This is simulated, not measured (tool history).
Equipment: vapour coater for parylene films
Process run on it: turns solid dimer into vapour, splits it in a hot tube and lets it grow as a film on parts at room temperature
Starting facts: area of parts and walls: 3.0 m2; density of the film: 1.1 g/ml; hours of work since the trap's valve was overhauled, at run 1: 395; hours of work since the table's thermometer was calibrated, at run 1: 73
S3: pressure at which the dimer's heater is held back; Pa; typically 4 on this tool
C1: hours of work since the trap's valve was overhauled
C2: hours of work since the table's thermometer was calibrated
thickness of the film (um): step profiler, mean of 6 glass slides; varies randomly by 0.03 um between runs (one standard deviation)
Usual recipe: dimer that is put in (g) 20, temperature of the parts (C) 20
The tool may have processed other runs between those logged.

run 1 hour=0 | dimer_that_is_put_in_(g)=20 temperature_of_the_parts_(C)=20 S3=4 | C1=395 C2=73 | thickness_of_the_film_(um)=4.26
run 2 hour=11.1 | dimer_that_is_put_in_(g)=20 temperature_of_the_parts_(C)=20 S3=6.84 | C1=401 C2=80 | thickness_of_the_film_(um)=3.96
run 3 hour=21 | dimer_that_is_put_in_(g)=20 temperature_of_the_parts_(C)=28 S3=4 | C1=407 C2=86 | thickness_of_the_film_(um)=3.77
-- hour=30.1 trap's valve overhauled
run 4 hour=35.5 | dimer_that_is_put_in_(g)=20 temperature_of_the_parts_(C)=28 S3=4 | C1=3 C2=92 | thickness_of_the_film_(um)=3.6
run 5 hour=46.9 | dimer_that_is_put_in_(g)=20 temperature_of_the_parts_(C)=28 S3=4 | C1=10 C2=99 | thickness_of_the_film_(um)=3.54
run 6 hour=53.3 | dimer_that_is_put_in_(g)=20 temperature_of_the_parts_(C)=28 S3=4 | C1=14 C2=102 | thickness_of_the_film_(um)=3.57
run 7 hour=61.4 | dimer_that_is_put_in_(g)=20 temperature_of_the_parts_(C)=20 S3=5 | C1=19 C2=107 | thickness_of_the_film_(um)=3.89
run 8 hour=75.6 | dimer_that_is_put_in_(g)=20 temperature_of_the_parts_(C)=20 S3=5 | C1=27 C2=116 | thickness_of_the_film_(um)=3.87
run 9 hour=86.1 | dimer_that_is_put_in_(g)=20 temperature_of_the_parts_(C)=20 S3=4 | C1=33 C2=122 | thickness_of_the_film_(um)=3.98
run 10 hour=95.8 | dimer_that_is_put_in_(g)=20 temperature_of_the_parts_(C)=20 S3=4 | C1=39 C2=127 | thickness_of_the_film_(um)=3.97
run 11 hour=109.8 | dimer_that_is_put_in_(g)=20 temperature_of_the_parts_(C)=20 S3=4 | C1=47 C2=136 | thickness_of_the_film_(um)=3.96
-- hour=121.9 trap's valve overhauled, once more
run 12 hour=125.3 | dimer_that_is_put_in_(g)=20 temperature_of_the_parts_(C)=20 S3=4 | C1=2 C2=143 | thickness_of_the_film_(um)=4.8
run 13 hour=132.3 | dimer_that_is_put_in_(g)=20 temperature_of_the_parts_(C)=20 S3=4 | C1=6 C2=147 | thickness_of_the_film_(um)=4.75
run 14 hour=139.6 | dimer_that_is_put_in_(g)=20 temperature_of_the_parts_(C)=20 S3=3.61 | C1=10 C2=151 | thickness_of_the_film_(um)=4.84
run 15 hour=150.3 | dimer_that_is_put_in_(g)=20 temperature_of_the_parts_(C)=19 S3=3.61 | C1=17 C2=157 | thickness_of_the_film_(um)=4.94
run 16 hour=164.8 | dimer_that_is_put_in_(g)=20 temperature_of_the_parts_(C)=19 S3=3.61 | C1=25 C2=166 | thickness_of_the_film_(um)=4.88
run 17 hour=173.7 | dimer_that_is_put_in_(g)=20 temperature_of_the_parts_(C)=19 S3=3.61 | C1=31 C2=171 | thickness_of_the_film_(um)=4.91
run 18 hour=184.3 | dimer_that_is_put_in_(g)=20 temperature_of_the_parts_(C)=20 S3=4 | C1=37 C2=177 | thickness_of_the_film_(um)=4.75
run 19 hour=198.7 | dimer_that_is_put_in_(g)=20 temperature_of_the_parts_(C)=20 S3=4 | C1=45 C2=186 | thickness_of_the_film_(um)=4.74
run 20 hour=206.1 | dimer_that_is_put_in_(g)=20 temperature_of_the_parts_(C)=20 S3=4 | C1=50 C2=190 | thickness_of_the_film_(um)=4.74
run 21 hour=221.3 | dimer_that_is_put_in_(g)=20 temperature_of_the_parts_(C)=18 S3=4 | C1=59 C2=199 | thickness_of_the_film_(um)=4.85
run 22 hour=235.7 | dimer_that_is_put_in_(g)=20 temperature_of_the_parts_(C)=18 S3=4 | C1=67 C2=208 | thickness_of_the_film_(um)=4.89
run 23 hour=245.8 | dimer_that_is_put_in_(g)=20 temperature_of_the_parts_(C)=18 S3=4 | C1=73 C2=214 | thickness_of_the_film_(um)=4.84
run 24 hour=259.9 | dimer_that_is_put_in_(g)=20 temperature_of_the_parts_(C)=19 S3=2.78 | C1=82 C2=222 | thickness_of_the_film_(um)=5.02
run 25 hour=270.1 | dimer_that_is_put_in_(g)=20 temperature_of_the_parts_(C)=14 S3=6.25 | C1=88 C2=228 | thickness_of_the_film_(um)=4.86
run 26 hour=277.6 | dimer_that_is_put_in_(g)=20 temperature_of_the_parts_(C)=14 S3=6.25 | C1=92 C2=233 | thickness_of_the_film_(um)=4.79
run 27 hour=291.4 | dimer_that_is_put_in_(g)=20 temperature_of_the_parts_(C)=14 S3=6.25 | C1=100 C2=241 | thickness_of_the_film_(um)=4.88
run 28 hour=299.8 | dimer_that_is_put_in_(g)=20 temperature_of_the_parts_(C)=14 S3=6.25 | C1=105 C2=246 | thickness_of_the_film_(um)=4.85
run 29 hour=311.1 | dimer_that_is_put_in_(g)=20 temperature_of_the_parts_(C)=14 S3=6.25 | C1=112 C2=252 | thickness_of_the_film_(um)=4.81
run 30 hour=321.3 | dimer_that_is_put_in_(g)=19 temperature_of_the_parts_(C)=27 S3=9.23 | C1=118 C2=258 | thickness_of_the_film_(um)=3.52
run 31 hour=330.5 | dimer_that_is_put_in_(g)=19 temperature_of_the_parts_(C)=27 S3=2.74 | C1=123 C2=264 | thickness_of_the_film_(um)=4.15
run 32 hour=341.9 | dimer_that_is_put_in_(g)=14 temperature_of_the_parts_(C)=30 S3=7.18 | C1=130 C2=271 | thickness_of_the_film_(um)=2.61
run 33 hour=356.3 | dimer_that_is_put_in_(g)=14 temperature_of_the_parts_(C)=30 S3=7.18 | C1=138 C2=279 | thickness_of_the_film_(um)=2.62
run 34 hour=370 | dimer_that_is_put_in_(g)=15 temperature_of_the_parts_(C)=19 S3=9.14 | C1=147 C2=287 | thickness_of_the_film_(um)=3.19
run 35 hour=377.1 | dimer_that_is_put_in_(g)=15 temperature_of_the_parts_(C)=19 S3=9.14 | C1=151 C2=291 | thickness_of_the_film_(um)=3.13
run 36 hour=391.2 | dimer_that_is_put_in_(g)=15 temperature_of_the_parts_(C)=28 S3=9.14 | C1=159 C2=300 | thickness_of_the_film_(um)=2.78
run 37 hour=404.1 | dimer_that_is_put_in_(g)=9 temperature_of_the_parts_(C)=18 S3=4.83 | C1=167 C2=307 | thickness_of_the_film_(um)=2.08
run 38 hour=415.8 | dimer_that_is_put_in_(g)=9 temperature_of_the_parts_(C)=18 S3=4.83 | C1=174 C2=314 | thickness_of_the_film_(um)=2.06
run 39 hour=425.4 | dimer_that_is_put_in_(g)=9 temperature_of_the_parts_(C)=18 S3=8.04 | C1=179 C2=320 | thickness_of_the_film_(um)=1.94
run 40 hour=437.2 | dimer_that_is_put_in_(g)=27 temperature_of_the_parts_(C)=13 S3=8.52 | C1=186 C2=327 | thickness_of_the_film_(um)=6.22
run 41 hour=445.1 | dimer_that_is_put_in_(g)=13 temperature_of_the_parts_(C)=13 S3=6.4 | C1=191 C2=332 | thickness_of_the_film_(um)=3.12

Run 42 comes next. What will it give?
run 42 hour=455.8 | dimer_that_is_put_in_(g)=18 temperature_of_the_parts_(C)=13 S3=6.25 | C1=197 C2=338 | thickness_of_the_film_(um)=?

thickness of the film (um): 4.28
Without the tool's hidden state the same run would have given thickness of the film (um) 4.52.
